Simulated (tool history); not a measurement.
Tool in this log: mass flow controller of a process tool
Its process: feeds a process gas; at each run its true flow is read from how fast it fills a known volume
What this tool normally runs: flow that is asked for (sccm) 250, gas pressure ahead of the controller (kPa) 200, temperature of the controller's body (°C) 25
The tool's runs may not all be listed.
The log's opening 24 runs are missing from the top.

run     hour  flow that is asked for (sccm)  gas pressure ahead of the controller (kPa)  temperature of the controller's body (°C)  true flow (%)
 25     5841                            385                                         157                                         25         100.01
 26   6075.9                            385                                         157                                         25         100.01
 27   6397.1                            260                                         216                                         25          99.46
 28   6631.9                            250                                         163                                         33         100.19
 29   6851.3                             76                                         157                                         21          99.43
 30   6984.9                             76                                         157                                         21          99.37
 31     7166                            336                                         167                                         26          99.98
 32   7321.4                            336                                         167                                         26          99.89
 33   7462.1                            238                                         198                                         24          99.55
 34   7620.6                            238                                         198                                         24          99.47
      7724.3  -- controller's zero set anew
 35   7817.9                            245                                         200                                         25          99.62
 36   8104.5                             70                                         214                                         25          99.32
 37   8255.9                             70                                         214                                         25           99.2
 38   8439.1                             70                                         214                                         21          99.17
 39     8670                             70                                         214                                         21          99.19
 40     8970                             70                                         214                                         21          99.17
 41   9277.6                             70                                         214                                         21           99.1
 42   9502.2                             70                                         214                                         21           99.1
 43   9712.7                             70                                         214                                         21          99.25
 44     9868                            250                                         218                                         25          99.53
 45  10190.6                            227                                         218                                         25          99.49
 46    10434                            250                                         185                                         25          99.69
 47  10725.2                            138                                         270                                         29          99.25

Forecast each of these 3 alternatives for the next run:
  A  10915                            250                                         164                                         22              ?
  B  10915                            250                                         175                                         25              ?
  C  10915                            138                                         231                                         29              ?

run  true flow (%)
  A          99.63
  B           99.9
  C          99.48
Had the tool no hidden state, the same runs would have come out as:
run  true flow (%)
  A          99.65
  B          99.92
  C           99.5
